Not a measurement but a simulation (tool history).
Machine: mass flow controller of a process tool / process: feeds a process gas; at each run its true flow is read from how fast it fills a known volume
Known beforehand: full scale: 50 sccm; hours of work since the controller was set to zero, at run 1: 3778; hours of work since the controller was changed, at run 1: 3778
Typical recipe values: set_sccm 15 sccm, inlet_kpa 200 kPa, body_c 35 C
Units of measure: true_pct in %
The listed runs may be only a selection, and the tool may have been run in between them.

| run | day | set_sccm | inlet_kpa | body_c | hours of work since the controller was set to zero | hours of work since the controller was changed | true_pct |
|---|---|---|---|---|---|---|---|
| 1 | 0 | 15 | 200 | 35 | 3778 | 3778 | 94.57 |
| 2 | 5.117 | 15 | 200 | 35 | 3864 | 3864 | 94.55 |
| 3 | 9.025 | 15 | 200 | 35 | 3931 | 3931 | 94.53 |
| 4 | 12.929 | 15 | 200 | 35 | 3997 | 3997 | 94.49 |
| 5 | 16.933 | 15 | 200 | 35 | 4065 | 4065 | 94.47 |
| 6 | 20.675 | 15 | 200 | 35 | 4128 | 4128 | 94.37 |
| 7 | 24.396 | 7 | 200 | 35 | 4191 | 4191 | 95.06 |
| 8 | 27.488 | 7 | 200 | 35 | 4243 | 4243 | 95.23 |
| 9 | 30.471 | 7 | 200 | 35 | 4294 | 4294 | 95.13 |
| 10 | 33.179 | 7 | 200 | 35 | 4340 | 4340 | 95.27 |
| 11 | 36.467 | 15 | 200 | 35 | 4396 | 4396 | 94.32 |
| 12 | 40.75 | 15 | 200 | 35 | 4468 | 4468 | 94.17 |
| 13 | 43.95 | 7 | 252 | 23 | 4522 | 4522 | 96.06 |
| 14 | 48.942 | 7 | 172 | 33 | 4607 | 4607 | 95.34 |
| 15 | 52.592 | 7 | 172 | 33 | 4669 | 4669 | 95.53 |
| 16 | 56.079 | 24 | 144 | 21 | 4728 | 4728 | 95.57 |
| 17 | 59.154 | 22 | 144 | 29 | 4780 | 4780 | 94.85 |
|  | 59.442 | controller's zero set anew |
| 18 | 61.592 | 22 | 250 | 29 | 36 | 4821 | 94.39 |
|  | 66.638 | controller's zero set anew, once more |
| 19 | 66.638 | 28 | 270 | 24 | 0 | 4906 | 94.06 |
| 20 | 69.867 | 28 | 270 | 24 | 55 | 4961 | 94.01 |
| 21 | 74.288 | 28 | 270 | 24 | 130 | 5036 | 94.17 |
| 22 | 77.983 | 28 | 263 | 31 | 192 | 5098 | 93.46 |
|  | 79.429 | controller exchanged for a calibrated one |
| 23 | 82.467 | 8 | 200 | 21 | 51 | 51 | 98.05 |
| 24 | 86.504 | 38 | 201 | 23 | 120 | 120 | 99.69 |

Consider 3 possible next runs. They are alternatives, not a sequence: every one starts from the tool as it was left by run 24. What does each give?
| A | 89.388 | 38 | 201 | 29 | 169 | 169 | ? |
| B | 89.388 | 12 | 163 | 33 | 169 | 169 | ? |
| C | 89.388 | 19 | 173 | 35 | 169 | 169 | ? |

| run | true_pct |
|---|---|
| A | 98.83 |
| B | 97.19 |
| C | 97.33 |
Had the tool no hidden state, the same runs would have come out as:
| run | true_pct |
|---|---|
| A | 98.84 |
| B | 97.12 |
| C | 97.31 |
